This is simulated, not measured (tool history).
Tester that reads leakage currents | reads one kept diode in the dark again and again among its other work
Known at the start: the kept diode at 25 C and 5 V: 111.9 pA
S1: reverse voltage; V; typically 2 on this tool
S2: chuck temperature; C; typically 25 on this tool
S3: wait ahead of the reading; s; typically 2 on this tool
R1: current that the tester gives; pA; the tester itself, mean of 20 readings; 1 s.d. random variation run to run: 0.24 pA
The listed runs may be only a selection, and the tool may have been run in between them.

{"run": 1, "hour": 0.0, "S1": 2, "S2": 25, "S3": 2, "R1": 75.81}
{"run": 2, "hour": 83.9, "S1": 2, "S2": 25, "S3": 2, "R1": 75.68}
{"run": 3, "hour": 200.6, "S1": 2, "S2": 28, "S3": 2, "R1": 94.23}
{"hour": 246.7, "done": "chuck's temperature calibrated"}
{"run": 4, "hour": 270.4, "S1": 2, "S2": 25, "S3": 0.45, "R1": 80.21}
{"run": 5, "hour": 422.1, "S1": 2, "S2": 25, "S3": 0.45, "R1": 79.8}
{"hour": 437.3, "done": "tester calibrated"}
{"run": 6, "hour": 570.9, "S1": 2, "S2": 25, "S3": 0.45, "R1": 79.67}
{"run": 7, "hour": 643.8, "S1": 2, "S2": 25, "S3": 0.45, "R1": 79.84}
{"run": 8, "hour": 743.7, "S1": 2, "S2": 25, "S3": 0.45, "R1": 79.69}
{"hour": 889.4, "done": "tester calibrated, once more"}
{"run": 9, "hour": 906.3, "S1": 2.81, "S2": 55, "S3": 4.49, "R1": 687.55}
{"run": 10, "hour": 1002.0, "S1": 2, "S2": 25, "S3": 7.49, "R1": 77.71}
{"run": 11, "hour": 1142.8, "S1": 2, "S2": 28, "S3": 7.49, "R1": 96.27}
{"run": 12, "hour": 1241.4, "S1": 2, "S2": 28, "S3": 7.49, "R1": 96.39}
{"run": 13, "hour": 1377.4, "S1": 3.82, "S2": 25, "S3": 0.61, "R1": 101.23}
{"hour": 1408.5, "done": "chuck's temperature calibrated"}
{"run": 14, "hour": 1506.4, "S1": 11.1, "S2": 49, "S3": 0.61, "R1": 829.83}
{"run": 15, "hour": 1667.2, "S1": 11.1, "S2": 24, "S3": 0.61, "R1": 154.09}
{"run": 16, "hour": 1761.8, "S1": 18.03, "S2": 35, "S3": 1.32, "R1": 404.56}

Consider 3 possible next runs. They are alternatives, not a sequence: every one starts from the tool as it was left by run 16. What does each give?
{"run": "A", "hour": 1904.5, "S1": 2.71, "S2": 29, "S3": 0.65, "R1": "?"}
{"run": "B", "hour": 1904.5, "S1": 1.61, "S2": 25, "S3": 2, "R1": "?"}
{"run": "C", "hour": 1904.5, "S1": 17.09, "S2": 28, "S3": 1.32, "R1": "?"}

run=A R1=118.82
run=B R1=71.02
run=C R1=246.15
Stripped of hidden state, with their random variation kept, the same runs would have yielded:
run=A R1=117.97
run=B R1=70.57
run=C R1=230.62
